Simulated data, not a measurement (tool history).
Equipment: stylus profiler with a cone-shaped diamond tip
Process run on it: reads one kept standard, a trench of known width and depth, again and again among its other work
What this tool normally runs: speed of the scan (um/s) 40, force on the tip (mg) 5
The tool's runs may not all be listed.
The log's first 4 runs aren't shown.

run   hour  speed of the scan (um/s)  force on the tip (mg)  depth of the trench (angstrom)  width of the trench's floor (µm)
  5    139                        40                      5                          5123.3                             26.78
  6  158.4                        40                      5                          5124.5                             26.75
  7  191.9                        40                      5                          5120.8                             26.64
  8    214                        40                   4.21                          5114.3                             26.66
  9  253.1                        21                   4.21                          5112.9                             26.72
 10  283.3                        21                   4.21                          5110.1                             26.71
 11  310.6                        40                   7.46                          5162.1                             26.63
 12  332.8                        40                      5                          5125.2                             26.68
 13  357.8                        40                      5                          5126.5                             26.71
 14  393.5                        40                   5.06                          5127.6                             26.64
 15  419.2                        40                   1.82                          5065.1                             26.64
 16  451.5                        40                   1.82                            5071                             26.66
 17  489.7                        40                   1.82                          5066.2                             26.57
 18  510.2                        40                   1.82                          5068.4                              26.6
 19  531.1                        40                   1.82                          5067.8                             26.58
 20  557.1                        40                   1.82                          5067.5                             26.55
 21  579.8                        40                   1.82                          5068.2                             26.55
 22  608.4                        23                      5                          5127.7                             26.61
 23  629.1                        23                      5                          5129.3                             26.57
 24  656.1                        34                   7.23                          5163.8                             26.58
 25  694.6                        16                   9.42                          5193.7                             26.62

Run 26 has not been measured yet. What should we expect?
 26  714.1                        16                  12.91                               ?                                 ?

{"run 26": {"depth of the trench (angstrom)": 5238.5, "width of the trench's floor (µm)": 26.63}}
With no hidden state in the tool, this same run would have given depth of the trench (angstrom) 5228.5, width of the trench's floor (µm) 27.
